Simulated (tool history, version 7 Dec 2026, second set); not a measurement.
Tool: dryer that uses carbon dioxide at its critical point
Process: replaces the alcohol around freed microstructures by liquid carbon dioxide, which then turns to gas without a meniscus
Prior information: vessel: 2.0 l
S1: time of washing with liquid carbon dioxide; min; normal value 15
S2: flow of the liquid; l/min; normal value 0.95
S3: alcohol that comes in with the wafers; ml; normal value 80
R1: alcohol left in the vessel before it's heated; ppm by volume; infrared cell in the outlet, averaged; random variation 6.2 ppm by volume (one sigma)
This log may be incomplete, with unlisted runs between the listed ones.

run	hour	S1	S2	S3	R1
1	0	15	0.95	80	482
2	12.7	15	0.95	80	502
3	26.5	15	0.95	80	507
4	36.7	15	0.95	80	533
5	47.1	15	0.95	80	515
# hour 56.1: inlet filter changed
6	59.6	15	0.95	80	235
7	69.1	15	0.95	80	258
8	77.5	15	0.95	80	263
9	90.1	15	0.95	80	260
10	99.6	15	0.625	80	1411
11	111.7	15	1.374	80	36
12	120.8	11	0.812	38	816
13	130.6	24	1.179	38	11
14	143	24	1.179	38	6
15	151.7	24	1.179	38	18
16	163.1	9	0.888	107	3308
17	175.7	9	0.888	107	3357
18	189.1	9	1.296	44	403
19	197.8	13	0.934	64	495
20	209.4	11	1	21	256
21	218.9	11	0.95	78	1092
22	228	11	0.95	78	1121

Branching from run 22: 4 alternative next runs. What would each branch give?
A	236.1	15	1.215	84	?
B	236.1	13	0.634	34	?
C	236.1	15	0.785	66	?
D	236.1	11	0.95	53	?

run	R1
A	104
B	1024
C	601
D	764
Stripped of hidden state, with their random variation kept, the same runs would have yielded:
run	R1
A	68
B	866
C	472
D	617
